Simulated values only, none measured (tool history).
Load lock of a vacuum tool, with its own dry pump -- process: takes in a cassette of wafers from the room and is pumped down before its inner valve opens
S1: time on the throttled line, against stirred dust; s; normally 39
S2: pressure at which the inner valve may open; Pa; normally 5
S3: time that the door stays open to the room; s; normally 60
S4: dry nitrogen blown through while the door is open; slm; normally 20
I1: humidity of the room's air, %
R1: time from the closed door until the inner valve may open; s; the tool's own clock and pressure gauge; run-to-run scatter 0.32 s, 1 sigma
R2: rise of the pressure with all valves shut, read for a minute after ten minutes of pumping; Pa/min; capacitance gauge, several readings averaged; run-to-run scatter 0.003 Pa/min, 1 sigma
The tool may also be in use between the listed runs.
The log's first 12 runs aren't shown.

run 13 hour=1085.5 | S1=39 S2=5 S3=137 S4=20 | I1=46.7 | R1=76 R2=0.08
run 14 hour=1231.6 | S1=39 S2=5 S3=137 S4=20 | I1=46.6 | R1=76.5 R2=0.078
run 15 hour=1334.4 | S1=39 S2=5 S3=137 S4=20 | I1=49.4 | R1=77.1 R2=0.089
run 16 hour=1438.8 | S1=39 S2=4 S3=60 S4=20 | I1=47.7 | R1=77.5 R2=0.073
run 17 hour=1555.6 | S1=39 S2=4 S3=60 S4=20 | I1=46.5 | R1=78.4 R2=0.075
run 18 hour=1692.9 | S1=39 S2=4 S3=60 S4=20 | I1=48.2 | R1=77.6 R2=0.081
run 19 hour=1764.8 | S1=38 S2=4 S3=116 S4=6 | I1=47.8 | R1=77.5 R2=0.108
run 20 hour=1866.1 | S1=38 S2=7 S3=70 S4=8 | I1=47.1 | R1=74.7 R2=0.095
run 21 hour=1991.1 | S1=23 S2=5 S3=60 S4=20 | I1=44.2 | R1=64.9 R2=0.086
run 22 hour=2133.3 | S1=23 S2=5 S3=60 S4=20 | I1=42.4 | R1=65.1 R2=0.092
run 23 hour=2210.5 | S1=23 S2=5 S3=60 S4=20 | I1=43.6 | R1=65.1 R2=0.1
run 24 hour=2324.1 | S1=39 S2=5 S3=237 S4=5 | I1=46.8 | R1=77.5 R2=0.143
run 25 hour=2418.5 | S1=35 S2=8 S3=118 S4=9 | I1=45 | R1=71.8 R2=0.119
run 26 hour=2541.2 | S1=35 S2=9 S3=118 S4=6 | I1=44.8 | R1=71.3 R2=0.121
run 27 hour=2636.6 | S1=22 S2=7 S3=56 S4=19 | I1=45.4 | R1=63 R2=0.107
run 28 hour=2754 | S1=46 S2=6 S3=56 S4=23 | I1=45 | R1=81.8 R2=0.108

Predict the results of run 29:
run 29 hour=2843.6 | S1=36 S2=5 S3=60 S4=20 | I1=47 | R1=? R2=?

R1: 74.9 s
R2: 0.113 Pa/min
Without the tool's hidden state the same run would have given R1 71.2 s, R2 0.031 Pa/min.
